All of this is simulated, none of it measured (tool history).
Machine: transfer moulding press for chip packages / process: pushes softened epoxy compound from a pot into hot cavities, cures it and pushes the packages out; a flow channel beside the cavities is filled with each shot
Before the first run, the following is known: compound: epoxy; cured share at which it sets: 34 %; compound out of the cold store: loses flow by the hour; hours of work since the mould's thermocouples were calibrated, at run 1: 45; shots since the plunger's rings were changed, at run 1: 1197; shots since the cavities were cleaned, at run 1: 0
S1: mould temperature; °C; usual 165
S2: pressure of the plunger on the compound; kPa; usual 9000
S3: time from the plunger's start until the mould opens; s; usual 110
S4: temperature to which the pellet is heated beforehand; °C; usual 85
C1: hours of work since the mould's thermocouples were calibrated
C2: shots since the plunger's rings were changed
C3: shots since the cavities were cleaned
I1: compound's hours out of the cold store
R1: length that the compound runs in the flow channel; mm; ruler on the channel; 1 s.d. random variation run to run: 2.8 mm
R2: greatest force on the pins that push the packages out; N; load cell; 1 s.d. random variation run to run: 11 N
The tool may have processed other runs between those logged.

Run 1, day 0.000: usual settings; C1 45; C2 1197; C3 0; I1 33.1. Result: R1 847 mm, R2 548 N.
Run 2, day 1.158: usual settings but S2 6880 kPa; C1 58; C2 1431; C3 234; I1 17.5. Result: R1 780 mm, R2 647 N.
Run 3, day 3.633: usual settings; C1 86; C2 1932; C3 735; I1 10.5. Result: R1 901 mm, R2 813 N.
At day 3.854: cavities cleaned with cleaning compound and waxed.
Run 4, day 5.842: usual settings; C1 110; C2 2366; C3 402; I1 32.3. Result: R1 831 mm, R2 727 N.
At day 7.721: cavities cleaned with cleaning compound and waxed.
Run 5, day 8.300: usual settings but S4 90 °C; C1 137; C2 2851; C3 117; I1 31.2. Result: R1 826 mm, R2 592 N.
At day 9.679: plunger's sealing rings changed.
Run 6, day 9.679: usual settings but S4 90 °C; C1 151; C2 0; C3 375; I1 17.8. Result: R1 918 mm, R2 712 N.
At day 11.650: cavities cleaned with cleaning compound and waxed.
Run 7, day 11.854: usual settings but S4 90 °C; C1 174; C2 428; C3 41; I1 28.5. Result: R1 876 mm, R2 552 N.
Run 8, day 13.971: usual settings but S4 90 °C; C1 198; C2 856; C3 469; I1 16.0. Result: R1 906 mm, R2 744 N.
Run 9, day 15.246: usual settings but S2 8700 kPa; C1 212; C2 1114; C3 727; I1 30.5. Result: R1 850 mm, R2 784 N.
At day 15.500: cavities cleaned with cleaning compound and waxed.
Run 10, day 17.796: usual settings but S2 8700 kPa; C1 240; C2 1618; C3 465; I1 16.5. Result: R1 878 mm, R2 743 N.
At day 19.362: cavities cleaned with cleaning compound and waxed.
Run 11, day 19.417: usual settings but S2 8700 kPa; C1 258; C2 1934; C3 12; I1 25.3. Result: R1 850 mm, R2 541 N.
Run 12, day 21.000: usual settings but S2 8700 kPa; C1 275; C2 2254; C3 332; I1 21.7. Result: R1 854 mm, R2 715 N.
Run 13, day 22.512: usual settings; C1 292; C2 2560; C3 638; I1 36.7. Result: R1 814 mm, R2 734 N.
At day 23.254: cavities cleaned with cleaning compound and waxed.
Run 14, day 24.812: usual settings; C1 317; C2 3013; C3 315; I1 21.6. Result: R1 853 mm, R2 685 N.
At day 25.417: plunger's sealing rings changed.
Run 15, day 26.192: usual settings; C1 331; C2 157; C3 573; I1 11.8. Result: R1 934 mm, R2 758 N.
At day 26.438: mould's thermocouples calibrated.
At day 27.371: cavities cleaned with cleaning compound and waxed.
Run 16, day 27.917: usual settings but S3 112 s, S4 93 °C; C1 16; C2 476; C3 110; I1 29.9. Result: R1 869 mm, R2 547 N.
Run 17, day 29.862: usual settings but S2 8710 kPa; C1 38; C2 871; C3 505; I1 36.1. Result: R1 828 mm, R2 770 N.
At day 31.175: cavities cleaned with cleaning compound and waxed.
Run 18, day 31.508: usual settings but S2 9850 kPa; C1 55; C2 1191; C3 67; I1 13.4. Result: R1 950 mm, R2 563 N.
Run 19, day 33.054: usual settings but S2 9850 kPa; C1 73; C2 1504; C3 380; I1 43.1. Result: R1 851 mm, R2 684 N.
At day 35.029: cavities cleaned with cleaning compound and waxed.
Run 20, day 35.029: usual settings but S1 171 °C, S2 9850 kPa, S3 109 s; C1 94; C2 1891; C3 0; I1 40.4. Result: R1 818 mm, R2 451 N.
Run 21, day 37.092: usual settings but S1 171 °C, S2 9850 kPa, S3 109 s; C1 117; C2 2308; C3 417; I1 47.2. Result: R1 791 mm, R2 632 N.
At day 38.858: cavities cleaned with cleaning compound and waxed.
Run 22, day 39.312: usual settings but S1 158 °C, S2 7270 kPa, S3 130 s; C1 141; C2 2745; C3 92; I1 12.8. Result: R1 835 mm, R2 677 N.
At day 40.025: mould's thermocouples calibrated, once more.
At day 41.308: plunger's sealing rings changed.
Run 23, day 41.500: usual settings but S1 167 °C, S2 8540 kPa, S3 132 s, S4 89 °C; C1 15; C2 39; C3 497; I1 45.2. Result: R1 806 mm, R2 649 N.
At day 42.946: cavities cleaned with cleaning compound and waxed.
Run 24, day 44.054: usual settings but S1 164 °C, S2 8920 kPa, S3 125 s, S4 95 °C; C1 43; C2 544; C3 225; I1 22.8. Result: R1 895 mm, R2 620 N.
Run 25, day 46.079: usual settings but S2 9680 kPa, S4 93 °C; C1 66; C2 953; C3 634; I1 21.0. Result: R1 934 mm, R2 803 N.
At day 46.792: cavities cleaned with cleaning compound and waxed.
Run 26, day 47.438: usual settings but S3 120 s, S4 83 °C; C1 80; C2 1216; C3 131; I1 35.1. Result: R1 846 mm, R2 563 N.
Run 27, day 49.542: usual settings but S3 120 s, S4 83 °C; C1 104; C2 1642; C3 557; I1 18.8. Result: R1 891 mm, R2 710 N.

What if the next run were any one of these 3? Each begins from the tool's condition after run 27:
At day 50.612: cavities cleaned with cleaning compound and waxed.
Run A, day 51.979: usual settings but S2 9910 kPa, S3 98 s, S4 83 °C; C1 130; C2 2122; C3 276; I1 20.9. Result: R1 ?, R2 ?.
At day 50.612: cavities cleaned with cleaning compound and waxed.
Run B, day 51.979: usual settings but S1 160 °C, S2 7430 kPa, S3 120 s, S4 83 °C; C1 130; C2 2122; C3 276; I1 41.7. Result: R1 ?, R2 ?.
At day 50.612: cavities cleaned with cleaning compound and waxed.
Run C, day 51.979: usual settings but S3 148 s; C1 130; C2 2122; C3 276; I1 18.3. Result: R1 ?, R2 ?.

run   R1   R2
  A  919  824
  B  767  823
  C  881  572
With no hidden state in the tool, these same runs would have given:
run   R1   R2
  A  958  646
  B  800  647
  C  919  446
